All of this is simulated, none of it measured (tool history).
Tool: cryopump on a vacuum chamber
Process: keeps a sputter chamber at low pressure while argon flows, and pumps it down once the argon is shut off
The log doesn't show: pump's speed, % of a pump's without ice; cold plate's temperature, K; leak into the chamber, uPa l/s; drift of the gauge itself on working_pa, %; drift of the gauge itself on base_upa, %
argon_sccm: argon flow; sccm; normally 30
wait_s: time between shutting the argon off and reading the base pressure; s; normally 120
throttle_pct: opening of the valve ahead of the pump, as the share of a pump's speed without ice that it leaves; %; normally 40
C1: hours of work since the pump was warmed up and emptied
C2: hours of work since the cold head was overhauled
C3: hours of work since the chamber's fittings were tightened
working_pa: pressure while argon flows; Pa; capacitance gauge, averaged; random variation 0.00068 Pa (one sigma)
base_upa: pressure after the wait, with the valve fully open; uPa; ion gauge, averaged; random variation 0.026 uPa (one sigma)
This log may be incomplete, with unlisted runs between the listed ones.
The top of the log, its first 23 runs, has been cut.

Run 24, day 11.217: usual settings but argon_sccm 27 sccm, wait_s 26 s, throttle_pct 32 %; C1 206; C2 206; C3 533. Result: working_pa 0.1302 Pa, base_upa 4.7 uPa.
Run 25, day 11.575: usual settings but argon_sccm 27 sccm, wait_s 26 s, throttle_pct 32 %; C1 212; C2 212; C3 539. Result: working_pa 0.1312 Pa, base_upa 4.79 uPa.
Run 26, day 12.025: usual settings but argon_sccm 14 sccm, wait_s 210 s; C1 219; C2 219; C3 547. Result: working_pa 0.0551 Pa, base_upa 1.45 uPa.
Run 27, day 12.479: usual settings but argon_sccm 14 sccm, wait_s 210 s; C1 227; C2 227; C3 555. Result: working_pa 0.0544 Pa, base_upa 1.5 uPa.
Run 28, day 13.125: usual settings but argon_sccm 56 sccm, wait_s 24 s, throttle_pct 57 %; C1 238; C2 238; C3 566. Result: working_pa 0.154 Pa, base_upa 5.18 uPa.
Run 29, day 13.625: usual settings but wait_s 116 s; C1 247; C2 247; C3 574. Result: working_pa 0.1163 Pa, base_upa 1.84 uPa.
Run 30, day 14.129: usual settings but argon_sccm 26 sccm, wait_s 249 s, throttle_pct 27 %; C1 255; C2 255; C3 583. Result: working_pa 0.1497 Pa, base_upa 1.53 uPa.
Run 31, day 14.483: usual settings but argon_sccm 21 sccm, wait_s 20 s, throttle_pct 45 %; C1 261; C2 261; C3 589. Result: working_pa 0.0741 Pa, base_upa 6 uPa.
Run 32, day 15.021: usual settings but throttle_pct 22 %; C1 270; C2 270; C3 598. Result: working_pa 0.2116 Pa, base_upa 1.95 uPa.
Run 33, day 15.521: usual settings but argon_sccm 15 sccm, wait_s 54 s, throttle_pct 21 %; C1 279; C2 279; C3 606. Result: working_pa 0.1099 Pa, base_upa 2.91 uPa.
Run 34, day 15.838: usual settings but argon_sccm 18 sccm, throttle_pct 49 %; C1 284; C2 284; C3 611. Result: working_pa 0.0576 Pa, base_upa 1.91 uPa.

Alternative continuations, all from the tool just after run 34; predict every row:
Run A, day 16.279: usual settings but argon_sccm 31 sccm, wait_s 50 s; C1 292; C2 292; C3 619. Result: working_pa ?, base_upa ?.
Run B, day 16.279: usual settings but argon_sccm 13 sccm, wait_s 111 s, throttle_pct 49 %; C1 292; C2 292; C3 619. Result: working_pa ?, base_upa ?.
Run C, day 16.279: usual settings but wait_s 31 s; C1 292; C2 292; C3 619. Result: working_pa ?, base_upa ?.
Run D, day 16.279: usual settings but argon_sccm 14 sccm, throttle_pct 58 %; C1 292; C2 292; C3 619. Result: working_pa ?, base_upa ?.
Run E, day 16.279: usual settings but argon_sccm 29 sccm, wait_s 32 s, throttle_pct 49 %; C1 292; C2 292; C3 619. Result: working_pa ?, base_upa ?.

run  working_pa  base_upa
  A      0.1206      2.98
  B      0.0419      1.96
  C      0.1169      4.32
  D      0.0394      1.93
  E      0.0947       4.2
Had the tool no hidden state, the same runs would have come out as:
run  working_pa  base_upa
  A      0.1165      2.15
  B      0.0402      1.12
  C      0.1129      3.45
  D      0.0375      1.07
  E      0.0909      3.34

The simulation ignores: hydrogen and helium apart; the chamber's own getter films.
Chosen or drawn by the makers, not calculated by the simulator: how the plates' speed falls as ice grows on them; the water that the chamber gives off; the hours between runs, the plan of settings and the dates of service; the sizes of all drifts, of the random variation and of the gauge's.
